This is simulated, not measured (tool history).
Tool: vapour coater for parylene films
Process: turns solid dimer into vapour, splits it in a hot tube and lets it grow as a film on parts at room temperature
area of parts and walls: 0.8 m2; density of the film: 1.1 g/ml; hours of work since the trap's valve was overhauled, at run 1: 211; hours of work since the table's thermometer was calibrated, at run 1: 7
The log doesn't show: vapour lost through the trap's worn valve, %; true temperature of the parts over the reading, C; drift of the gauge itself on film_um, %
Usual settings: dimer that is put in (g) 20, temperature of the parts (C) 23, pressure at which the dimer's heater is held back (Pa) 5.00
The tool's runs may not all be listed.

| run | hour | dimer that is put in (g) | temperature of the parts (C) | pressure at which the dimer's heater is held back (Pa) | hours of work since the trap's valve was overhauled | hours of work since the table's thermometer was calibrated | thickness of the film (um) |
|---|---|---|---|---|---|---|---|
| 1 | 0.0 | 20 | 23 | 5.00 | 211 | 7 | 14.51 |
| 2 | 12.0 | 20 | 23 | 5.00 | 217 | 13 | 14.75 |
| 3 | 26.1 | 20 | 23 | 5.00 | 224 | 20 | 14.78 |
| 4 | 34.4 | 20 | 23 | 5.00 | 228 | 24 | 14.63 |
| 5 | 47.3 | 20 | 23 | 5.00 | 235 | 30 | 14.77 |
| 6 | 59.7 | 20 | 23 | 5.00 | 241 | 37 | 14.68 |
| 7 | 69.9 | 20 | 23 | 8.94 | 246 | 42 | 13.48 |
| 8 | 78.3 | 20 | 23 | 8.94 | 250 | 46 | 13.50 |
| 9 | 93.2 | 20 | 23 | 8.94 | 258 | 53 | 13.52 |
| 10 | 107.7 | 20 | 23 | 8.94 | 265 | 61 | 13.47 |
| 11 | 117.4 | 20 | 23 | 8.94 | 270 | 66 | 13.64 |
|  | 129.5 | trap's valve overhauled |
| 12 | 131.7 | 20 | 23 | 8.94 | 1 | 71 | 13.66 |
| 13 | 147.2 | 20 | 23 | 8.94 | 9 | 78 | 13.54 |
| 14 | 160.3 | 20 | 17 | 5.00 | 15 | 85 | 16.67 |
| 15 | 169.9 | 10 | 23 | 5.00 | 20 | 90 | 7.47 |
| 16 | 184.8 | 10 | 23 | 5.00 | 28 | 97 | 7.56 |
| 17 | 200.9 | 10 | 19 | 5.00 | 36 | 105 | 8.05 |
| 18 | 213.9 | 10 | 19 | 5.00 | 42 | 112 | 8.06 |
| 19 | 226.6 | 14 | 19 | 5.00 | 49 | 118 | 11.33 |
| 20 | 234.9 | 14 | 19 | 5.00 | 53 | 123 | 11.30 |
| 21 | 244.0 | 14 | 19 | 5.00 | 57 | 127 | 11.27 |
| 22 | 250.6 | 14 | 19 | 5.00 | 61 | 130 | 11.25 |
| 23 | 263.0 | 14 | 19 | 5.00 | 67 | 137 | 11.31 |
| 24 | 278.0 | 27 | 18 | 2.49 | 75 | 144 | 24.22 |
| 25 | 288.2 | 27 | 18 | 2.56 | 80 | 149 | 24.13 |
| 26 | 302.5 | 27 | 18 | 2.56 | 87 | 156 | 23.61 |
| 27 | 312.3 | 20 | 23 | 11.13 | 92 | 161 | 13.36 |
| 28 | 323.6 | 15 | 29 | 5.00 | 97 | 167 | 9.85 |
| 29 | 336.8 | 15 | 29 | 7.23 | 104 | 174 | 9.50 |
| 30 | 352.7 | 15 | 29 | 11.59 | 112 | 182 | 8.78 |
| 31 | 361.9 | 20 | 23 | 3.60 | 117 | 186 | 15.36 |
| 32 | 373.9 | 20 | 23 | 3.60 | 123 | 192 | 15.42 |
| 33 | 387.6 | 24 | 24 | 5.00 | 130 | 199 | 17.53 |
| 34 | 402.8 | 9 | 26 | 3.36 | 137 | 207 | 6.62 |
| 35 | 414.3 | 9 | 26 | 3.36 | 143 | 213 | 6.62 |
| 36 | 429.3 | 9 | 26 | 3.36 | 151 | 220 | 6.66 |
| 37 | 444.1 | 25 | 18 | 3.45 | 158 | 228 | 20.99 |
| 38 | 457.8 | 25 | 32 | 9.68 | 165 | 234 | 14.21 |
| 39 | 473.5 | 25 | 32 | 9.68 | 173 | 242 | 14.16 |
| 40 | 484.5 | 12 | 22 | 8.89 | 178 | 248 | 8.33 |
| 41 | 492.3 | 9 | 23 | 5.00 | 182 | 252 | 6.69 |
| 42 | 499.3 | 34 | 23 | 5.00 | 186 | 255 | 24.95 |
| 43 | 506.7 | 34 | 23 | 5.00 | 189 | 259 | 25.24 |
| 44 | 517.5 | 34 | 23 | 5.00 | 195 | 264 | 25.12 |
| 45 | 527.4 | 14 | 26 | 6.11 | 200 | 269 | 9.36 |
| 46 | 537.6 | 20 | 24 | 3.27 | 205 | 274 | 15.34 |

Hidden state at the last listed run before each entry between runs and at the first one after, where it differs:
Between runs 11 and 12: trap's valve overhauled (hour 129.5)
  vapour lost through the trap's worn valve, %: 0.6 -> 0
